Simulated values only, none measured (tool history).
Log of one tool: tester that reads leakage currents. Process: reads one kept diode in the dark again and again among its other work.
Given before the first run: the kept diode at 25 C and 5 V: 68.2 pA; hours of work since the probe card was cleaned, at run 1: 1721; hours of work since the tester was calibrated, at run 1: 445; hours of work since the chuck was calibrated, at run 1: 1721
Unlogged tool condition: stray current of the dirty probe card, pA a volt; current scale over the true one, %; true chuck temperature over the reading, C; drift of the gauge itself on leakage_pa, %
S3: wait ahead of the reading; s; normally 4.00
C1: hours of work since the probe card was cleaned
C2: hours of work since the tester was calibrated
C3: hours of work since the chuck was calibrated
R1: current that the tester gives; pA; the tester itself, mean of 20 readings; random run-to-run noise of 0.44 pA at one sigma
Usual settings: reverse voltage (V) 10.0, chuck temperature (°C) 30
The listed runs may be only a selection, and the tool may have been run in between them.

Run 1, hour 0.0: usual settings; C1 1721; C2 445; C3 1721. Result: R1 146.15 pA.
Run 2, hour 164.6: usual settings but chuck temperature (°C) 51; C1 1831; C2 555; C3 1831. Result: R1 826.33 pA.
Run 3, hour 359.5: usual settings but S3 8.49 s; C1 1962; C2 685; C3 1962. Result: R1 145.94 pA.
Run 4, hour 459.8: usual settings but reverse voltage (V) 4.3; C1 2029; C2 752; C3 2029. Result: R1 100.55 pA.
Run 5, hour 597.3: usual settings but reverse voltage (V) 4.3; C1 2121; C2 844; C3 2121. Result: R1 101.17 pA.
Run 6, hour 739.2: usual settings but reverse voltage (V) 4.3; C1 2216; C2 939; C3 2216. Result: R1 100.76 pA.
Run 7, hour 876.1: usual settings; C1 2307; C2 1030; C3 2307. Result: R1 146.23 pA.
Run 8, hour 1007.0: usual settings but chuck temperature (°C) 50; C1 2395; C2 1118; C3 2395. Result: R1 761.87 pA.
At hour 1077.0: probe card cleaned and baked.
At hour 1079.0: chuck's temperature calibrated.
Run 9, hour 1168.2: usual settings but reverse voltage (V) 15.5, chuck temperature (°C) 50; C1 60; C2 1222; C3 60. Result: R1 936.64 pA.
Run 10, hour 1380.0: usual settings but reverse voltage (V) 15.5, chuck temperature (°C) 50; C1 201; C2 1364; C3 201. Result: R1 929.99 pA.
Run 11, hour 1531.4: usual settings but reverse voltage (V) 15.5, chuck temperature (°C) 50; C1 302; C2 1465; C3 302. Result: R1 929.76 pA.
Run 12, hour 1697.3: usual settings but reverse voltage (V) 15.5, chuck temperature (°C) 50; C1 413; C2 1576; C3 413. Result: R1 928.69 pA.
Run 13, hour 1897.5: usual settings but reverse voltage (V) 15.5, chuck temperature (°C) 28, S3 6.14 s; C1 547; C2 1710; C3 547. Result: R1 148.37 pA.
Run 14, hour 2006.7: usual settings but reverse voltage (V) 6.3, S3 8.66 s; C1 620; C2 1783; C3 620. Result: R1 119.18 pA.
Run 15, hour 2106.8: usual settings but reverse voltage (V) 6.3, S3 6.94 s; C1 687; C2 1850; C3 687. Result: R1 119.69 pA.
Run 16, hour 2213.0: usual settings but reverse voltage (V) 12.3, chuck temperature (°C) 43, S3 0.66 s; C1 758; C2 1921; C3 758. Result: R1 488.60 pA.
Run 17, hour 2354.4: usual settings but reverse voltage (V) 8.7, chuck temperature (°C) 42, S3 4.36 s; C1 852; C2 2015; C3 852. Result: R1 378.97 pA.
Run 18, hour 2496.7: usual settings but reverse voltage (V) 1.6, chuck temperature (°C) 46; C1 948; C2 2110; C3 948. Result: R1 248.08 pA.
Run 19, hour 2626.4: usual settings but reverse voltage (V) 16.9, chuck temperature (°C) 33, S3 0.38 s; C1 1034; C2 2197; C3 1034. Result: R1 255.13 pA.
Run 20, hour 2797.6: usual settings but reverse voltage (V) 16.9, chuck temperature (°C) 33, S3 0.38 s; C1 1149; C2 2311; C3 1149. Result: R1 255.14 pA.
Run 21, hour 2919.1: usual settings but reverse voltage (V) 9.3, chuck temperature (°C) 24, S3 0.39 s; C1 1230; C2 2393; C3 1230. Result: R1 91.29 pA.
Run 22, hour 3045.5: usual settings but reverse voltage (V) 9.3, chuck temperature (°C) 24, S3 0.39 s; C1 1314; C2 2477; C3 1314. Result: R1 91.26 pA.
Run 23, hour 3218.9: usual settings but reverse voltage (V) 18.5, chuck temperature (°C) 41; C1 1430; C2 2593; C3 1430. Result: R1 490.54 pA.

How the hidden state differs across the entries between the runs, from the last listed run before each to the first after it:
Logged between run 8 and run 9: probe card cleaned and baked (hour 1077.0); chuck's temperature calibrated (hour 1079.0)
  stray current of the dirty probe card, pA a volt: 0.042 -> 0.021; true chuck temperature over the reading, C: -0.03 -> 0
  difference, measured minus the result without the unlogged condition, R1: -1.46 -> +0.09 pA
